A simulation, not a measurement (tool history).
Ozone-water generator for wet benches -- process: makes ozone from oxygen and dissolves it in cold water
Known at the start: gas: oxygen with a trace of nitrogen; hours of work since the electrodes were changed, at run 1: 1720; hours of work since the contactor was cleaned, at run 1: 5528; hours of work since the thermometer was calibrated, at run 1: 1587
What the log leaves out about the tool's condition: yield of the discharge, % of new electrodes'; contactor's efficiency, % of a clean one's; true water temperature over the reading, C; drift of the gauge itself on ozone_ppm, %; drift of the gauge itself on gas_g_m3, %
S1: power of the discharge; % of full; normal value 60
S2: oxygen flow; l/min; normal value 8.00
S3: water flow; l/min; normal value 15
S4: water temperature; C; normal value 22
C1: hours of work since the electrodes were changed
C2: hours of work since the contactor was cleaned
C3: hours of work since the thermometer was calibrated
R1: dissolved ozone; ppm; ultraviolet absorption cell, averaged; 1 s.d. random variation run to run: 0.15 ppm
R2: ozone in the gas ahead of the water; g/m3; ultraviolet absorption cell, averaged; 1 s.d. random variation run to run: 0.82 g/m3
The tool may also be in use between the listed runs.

Run 1, hour 0.0: usual settings; C1 1720; C2 5528; C3 1587. Result: R1 17.5 ppm, R2 126.1 g/m3.
Run 2, hour 47.7: usual settings; C1 1749; C2 5557; C3 1617. Result: R1 17.1 ppm, R2 125.0 g/m3.
Run 3, hour 91.3: usual settings; C1 1776; C2 5584; C3 1644. Result: R1 17.3 ppm, R2 126.5 g/m3.
Run 4, hour 169.6: usual settings but S3 19 l/min; C1 1825; C2 5633; C3 1692. Result: R1 14.5 ppm, R2 126.7 g/m3.
Run 5, hour 210.4: usual settings but S1 82 % of full, S3 19 l/min; C1 1850; C2 5658; C3 1718. Result: R1 18.3 ppm, R2 158.9 g/m3.
Run 6, hour 270.7: usual settings; C1 1887; C2 5696; C3 1755. Result: R1 17.2 ppm, R2 125.0 g/m3.
Run 7, hour 321.1: usual settings but S1 47 % of full; C1 1919; C2 5727; C3 1786. Result: R1 14.2 ppm, R2 103.0 g/m3.
Run 8, hour 374.2: usual settings but S3 21 l/min; C1 1952; C2 5760; C3 1819. Result: R1 13.2 ppm, R2 124.8 g/m3.
Run 9, hour 413.5: usual settings but S3 21 l/min; C1 1976; C2 5784; C3 1844. Result: R1 13.3 ppm, R2 125.9 g/m3.
Run 10, hour 473.6: usual settings but S3 21 l/min; C1 2013; C2 5821; C3 1881. Result: R1 13.4 ppm, R2 124.8 g/m3.
Run 11, hour 541.5: usual settings but S3 21 l/min; C1 2055; C2 5863; C3 1923. Result: R1 13.2 ppm, R2 124.4 g/m3.
Run 12, hour 615.7: usual settings but S3 21 l/min; C1 2101; C2 5909; C3 1969. Result: R1 13.3 ppm, R2 124.2 g/m3.
At hour 621.1: water thermometer calibrated.
Run 13, hour 677.3: usual settings but S3 10 l/min; C1 2139; C2 5947; C3 35. Result: R1 21.6 ppm, R2 125.5 g/m3.
Run 14, hour 757.2: usual settings; C1 2189; C2 5997; C3 84. Result: R1 17.1 ppm, R2 123.0 g/m3.
Run 15, hour 814.1: usual settings but S2 10.67 l/min; C1 2224; C2 6032; C3 120. Result: R1 15.5 ppm, R2 102.4 g/m3.
Run 16, hour 875.5: usual settings but S2 4.91 l/min; C1 2262; C2 6070; C3 158. Result: R1 19.3 ppm, R2 170.8 g/m3.
At hour 925.1: water thermometer calibrated, once more.
Run 17, hour 940.5: usual settings but S4 29 C; C1 2302; C2 6110; C3 10. Result: R1 14.4 ppm, R2 123.3 g/m3.
Run 18, hour 1001.7: usual settings but S1 96 % of full, S2 14.31 l/min, S3 14 l/min, S4 19 C; C1 2340; C2 6148; C3 47. Result: R1 22.0 ppm, R2 120.8 g/m3.
Run 19, hour 1058.4: usual settings but S1 65 % of full, S2 14.06 l/min, S3 16 l/min, S4 26 C; C1 2375; C2 6183; C3 83. Result: R1 12.8 ppm, R2 92.2 g/m3.
Run 20, hour 1111.1: usual settings but S3 18 l/min, S4 19 C; C1 2408; C2 6216; C3 115. Result: R1 15.7 ppm, R2 123.0 g/m3.
Run 21, hour 1170.3: usual settings but S3 18 l/min, S4 19 C; C1 2444; C2 6252; C3 152. Result: R1 15.7 ppm, R2 122.2 g/m3.
Run 22, hour 1211.1: usual settings but S3 18 l/min, S4 19 C; C1 2470; C2 6278; C3 177. Result: R1 15.4 ppm, R2 124.1 g/m3.
Run 23, hour 1270.9: usual settings but S1 73 % of full, S2 5.15 l/min, S3 20 l/min, S4 15 C; C1 2507; C2 6315; C3 214. Result: R1 19.0 ppm, R2 190.8 g/m3.
Run 24, hour 1321.8: usual settings but S1 54 % of full, S2 5.15 l/min, S3 11 l/min, S4 24 C; C1 2538; C2 6346; C3 246. Result: R1 21.1 ppm, R2 149.9 g/m3.
Run 25, hour 1357.6: usual settings but S1 83 % of full, S2 9.20 l/min, S3 23 l/min, S4 20 C; C1 2560; C2 6368; C3 268. Result: R1 15.4 ppm, R2 144.5 g/m3.
Run 26, hour 1407.9: usual settings but S1 83 % of full, S2 9.20 l/min, S3 23 l/min, S4 20 C; C1 2591; C2 6400; C3 299. Result: R1 15.4 ppm, R2 141.9 g/m3.
Run 27, hour 1452.1: usual settings but S1 69 % of full, S2 6.62 l/min, S4 21 C; C1 2619; C2 6427; C3 327. Result: R1 20.0 ppm, R2 153.1 g/m3.
Run 28, hour 1507.6: usual settings but S1 69 % of full, S2 6.62 l/min, S4 21 C; C1 2653; C2 6461; C3 361. Result: R1 19.9 ppm, R2 154.4 g/m3.
Run 29, hour 1563.1: usual settings but S1 69 % of full, S2 6.57 l/min, S3 16 l/min, S4 15 C; C1 2688; C2 6496; C3 395. Result: R1 20.9 ppm, R2 155.9 g/m3.
Run 30, hour 1619.3: usual settings but S1 61 % of full, S2 4.30 l/min, S3 23 l/min, S4 25 C; C1 2722; C2 6531; C3 430. Result: R1 12.4 ppm, R2 186.3 g/m3.
Run 31, hour 1661.3: usual settings but S1 41 % of full, S2 8.15 l/min, S4 26 C; C1 2749; C2 6557; C3 456. Result: R1 11.3 ppm, R2 90.5 g/m3.
Run 32, hour 1706.1: usual settings but S1 50 % of full, S3 22 l/min; C1 2776; C2 6584; C3 484. Result: R1 10.7 ppm, R2 107.1 g/m3.

Alternative continuations, all from the tool just after run 32; predict every row:
Run A, hour 1784.3: usual settings but S1 50 % of full, S2 11.76 l/min, S3 22 l/min, S4 18 C; C1 2825; C2 6633; C3 532. Result: R1 ?, R2 ?.
Run B, hour 1784.3: usual settings but S1 50 % of full, S2 11.10 l/min, S3 22 l/min, S4 21 C; C1 2825; C2 6633; C3 532. Result: R1 ?, R2 ?.
Run C, hour 1784.3: usual settings but S2 6.04 l/min, S4 18 C; C1 2825; C2 6633; C3 532. Result: R1 ?, R2 ?.
Run D, hour 1784.3: usual settings but S1 45 % of full, S2 6.53 l/min, S3 22 l/min, S4 16 C; C1 2825; C2 6633; C3 532. Result: R1 ?, R2 ?.
Run E, hour 1784.3: usual settings but S1 54 % of full, S3 19 l/min; C1 2825; C2 6633; C3 532. Result: R1 ?, R2 ?.

run    R1     R2
  A  10.6   81.4
  B  10.2   85.6
  C  19.3  146.0
  D  11.4  113.1
  E  12.8  112.3
The same runs, with their run-to-run variation unchanged, on a tool lacking any hidden condition would have given:
run    R1     R2
  A  11.8   86.1
  B  11.4   90.4
  C  21.6  155.8
  D  12.6  118.7
  E  14.3  119.1
